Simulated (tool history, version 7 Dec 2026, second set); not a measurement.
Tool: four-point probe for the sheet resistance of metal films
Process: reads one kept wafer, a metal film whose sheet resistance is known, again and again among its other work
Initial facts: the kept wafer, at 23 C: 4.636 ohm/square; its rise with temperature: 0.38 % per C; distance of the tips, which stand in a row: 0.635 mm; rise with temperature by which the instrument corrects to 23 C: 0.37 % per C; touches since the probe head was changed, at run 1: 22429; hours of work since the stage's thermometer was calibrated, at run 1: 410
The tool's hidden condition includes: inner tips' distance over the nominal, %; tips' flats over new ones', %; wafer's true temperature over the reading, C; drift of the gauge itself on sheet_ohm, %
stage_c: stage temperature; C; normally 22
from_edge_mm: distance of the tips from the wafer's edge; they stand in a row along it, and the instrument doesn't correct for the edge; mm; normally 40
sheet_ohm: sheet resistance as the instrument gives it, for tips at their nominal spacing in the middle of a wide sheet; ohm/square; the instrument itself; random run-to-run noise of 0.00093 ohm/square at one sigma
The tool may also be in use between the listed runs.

run	day	stage_c	from_edge_mm	touches since the probe head was changed	hours of work since the stage's thermometer was calibrated	sheet_ohm
1	0.000	22	40	22429	410	4.637046
2	1.804	22	40	25316	445	4.638158
3	4.029	22	40	28874	487	4.639782
4	6.246	22	40	32421	529	4.640739
5	7.354	22	40	34195	550	4.643855
6	8.558	22	40	36122	573	4.645302
7	10.058	22	11	38525	602	4.654384
8	11.446	22	11	40748	628	4.655382
9	13.154	22	11	43477	660	4.654564
10	14.088	22	11	44970	678	4.657471
11	15.396	22	40	47063	703	4.651190
12	17.317	22	40	50137	739	4.649759
13	19.267	22	40	53263	777	4.654963
14	20.921	22	40	55905	808	4.655865
15	22.100	23	40	57795	830	4.656011
16	23.600	23	40	60192	859	4.657998
17	25.588	23	40	63374	897	4.658116
18	27.200	23	40	65955	927	4.659422
19	29.438	19	63	69537	970	4.658604
20	30.483	20	25	71208	990	4.661791
# day 31.675: new probe head fitted
21	32.754	31	21	1730	1032	4.646811
22	34.675	34	6	4801	1069	4.674900
23	36.317	18	9	7433	1100	4.653790
24	37.558	22	11	9420	1123	4.652815
25	39.008	23	11	11739	1151	4.653722
26	40.250	22	31	13725	1175	4.648331
27	41.242	34	36	15310	1193	4.653705
28	43.238	26	40	18502	1231	4.653146
29	45.192	34	4	21634	1268	4.718193
30	46.667	19	24	23993	1296	4.653371
31	48.671	19	24	27198	1335	4.653400
32	50.696	24	16	30439	1373	4.658104
33	51.858	24	23	32300	1395	4.658569

Branching from run 33: 5 alternative next runs. What would each branch give?
A	53.221	22	8	34483	1421	?
B	53.221	31	63	34483	1421	?
C	53.221	22	37	34483	1421	?
D	53.221	24	22	34483	1421	?
E	53.221	24	35	34483	1421	?

run	sheet_ohm
A	4.671107
B	4.660316
C	4.656733
D	4.660684
E	4.657754
With no hidden state in the tool, these same runs would have given:
run	sheet_ohm
A	4.650349
B	4.639729
C	4.636035
D	4.639998
E	4.637081

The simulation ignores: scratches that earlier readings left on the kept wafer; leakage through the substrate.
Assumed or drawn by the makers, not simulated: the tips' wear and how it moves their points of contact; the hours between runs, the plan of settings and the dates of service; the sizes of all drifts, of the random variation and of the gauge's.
